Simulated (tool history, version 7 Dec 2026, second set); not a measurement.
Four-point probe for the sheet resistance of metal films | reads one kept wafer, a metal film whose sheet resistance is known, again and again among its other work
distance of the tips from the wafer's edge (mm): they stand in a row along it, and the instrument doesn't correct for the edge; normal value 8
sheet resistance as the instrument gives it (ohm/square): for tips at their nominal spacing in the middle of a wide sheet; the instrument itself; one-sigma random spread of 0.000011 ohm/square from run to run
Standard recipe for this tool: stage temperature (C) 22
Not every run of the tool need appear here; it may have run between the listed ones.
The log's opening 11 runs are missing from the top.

run   hour  stage temperature (C)  distance of the tips from the wafer's edge (mm)  touches since the probe head was changed  hours of work since the stage's thermometer was calibrated  sheet resistance as the instrument gives it (ohm/square)
 12  244.5                     22                                                8                                     24576                                                         389                                                  0.052304
 13  273.3                     22                                                8                                     25392                                                         402                                                  0.052297
 14  298.5                     22                                                8                                     26107                                                         414                                                  0.052307
 15  318.1                     22                                               29                                     26662                                                         422                                                  0.051644
 16  346.2                     23                                                8                                     27460                                                         435                                                  0.052291
 17    377                     31                                                9                                     28333                                                         449                                                  0.052149
 18  390.3                     24                                                8                                     28711                                                         455                                                  0.052302
 19  409.1                     23                                               10                                     29244                                                         463                                                  0.052033
 20  441.4                     21                                                4                                     30158                                                         478                                                  0.054246
 21  468.4                     21                                                4                                     30923                                                         490                                                  0.054243
 22  496.7                     21                                                4                                     31727                                                         503                                                  0.054263
 23    521                     33                                               60                                     32415                                                         513                                                  0.051588
 24  538.4                     24                                                5                                     32909                                                         521                                                  0.053325
 25  556.9                     32                                               43                                     33434                                                         530                                                  0.051603
 26  586.6                     32                                               43                                     34274                                                         543                                                  0.051613
 27  605.9                     34                                               11                                     34823                                                         552                                                  0.051939
 28  621.2                     29                                                4                                     35256                                                         558                                                  0.054241
 29  639.4                     28                                                6                                     35772                                                         567                                                  0.052806
 30  668.9                     22                                               12                                     36607                                                         580                                                    0.0519
 31  697.9                     23                                               29                                     37430                                                         593                                                  0.051623
 32  725.1                     22                                                3                                     38201                                                         605                                                  0.056109

Forecast each of these 3 alternatives for the next run:
  A  740.6                     22                                                3                                     38641                                                         612                                                         ?
  B  740.6                     34                                               31                                     38641                                                         612                                                         ?
  C  740.6                     31                                                7                                     38641                                                         612                                                         ?

run  sheet resistance as the instrument gives it (ohm/square)
  A                                                  0.056087
  B                                                  0.051604
  C                                                  0.052456
What these runs would have given with no unlogged condition in the tool:
run  sheet resistance as the instrument gives it (ohm/square)
  A                                                  0.056424
  B                                                  0.051919
  C                                                  0.052775
